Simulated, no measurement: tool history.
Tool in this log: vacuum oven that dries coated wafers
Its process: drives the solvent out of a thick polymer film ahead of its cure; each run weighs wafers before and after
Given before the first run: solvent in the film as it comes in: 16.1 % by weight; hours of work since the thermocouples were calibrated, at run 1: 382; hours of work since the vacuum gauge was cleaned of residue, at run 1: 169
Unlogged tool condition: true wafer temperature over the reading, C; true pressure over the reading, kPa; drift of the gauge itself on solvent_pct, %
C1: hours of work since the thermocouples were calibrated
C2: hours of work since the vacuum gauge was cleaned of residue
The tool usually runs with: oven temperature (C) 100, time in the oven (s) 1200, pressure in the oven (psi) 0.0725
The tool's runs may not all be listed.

{"run": 1, "hour": 0.0, "oven temperature (C)": 100, "time in the oven (s)": 1200, "pressure in the oven (psi)": 0.0725, "C1": 382, "C2": 169, "solvent left in the film (%)": 2.09}
{"run": 2, "hour": 57.9, "oven temperature (C)": 100, "time in the oven (s)": 1200, "pressure in the oven (psi)": 0.0725, "C1": 411, "C2": 198, "solvent left in the film (%)": 2.08}
{"run": 3, "hour": 108.4, "oven temperature (C)": 100, "time in the oven (s)": 1200, "pressure in the oven (psi)": 0.0725, "C1": 435, "C2": 222, "solvent left in the film (%)": 2.17}
{"run": 4, "hour": 146.9, "oven temperature (C)": 100, "time in the oven (s)": 1200, "pressure in the oven (psi)": 0.0725, "C1": 454, "C2": 241, "solvent left in the film (%)": 2.13}
{"run": 5, "hour": 203.9, "oven temperature (C)": 100, "time in the oven (s)": 1200, "pressure in the oven (psi)": 0.0599, "C1": 482, "C2": 269, "solvent left in the film (%)": 2.14}
{"run": 6, "hour": 231.0, "oven temperature (C)": 100, "time in the oven (s)": 1200, "pressure in the oven (psi)": 0.0457, "C1": 496, "C2": 283, "solvent left in the film (%)": 2.1}
{"run": 7, "hour": 281.9, "oven temperature (C)": 100, "time in the oven (s)": 1200, "pressure in the oven (psi)": 0.0457, "C1": 521, "C2": 308, "solvent left in the film (%)": 2.05}
{"run": 8, "hour": 327.9, "oven temperature (C)": 97, "time in the oven (s)": 1200, "pressure in the oven (psi)": 0.1736, "C1": 543, "C2": 330, "solvent left in the film (%)": 3.09}
{"run": 9, "hour": 384.3, "oven temperature (C)": 86, "time in the oven (s)": 1380, "pressure in the oven (psi)": 0.1736, "C1": 571, "C2": 358, "solvent left in the film (%)": 5}

Run 10 comes next. What will it give?
{"run": 10, "hour": 431.8, "oven temperature (C)": 110, "time in the oven (s)": 1380, "pressure in the oven (psi)": 0.1736, "C1": 594, "C2": 381, "solvent left in the film (%)": "?"}

{"run 10": {"solvent left in the film (%)": 1.05}}
Take away the tool's hidden state, keep the run-to-run variation as it was, and the same run would have given solvent left in the film (%) 0.91.
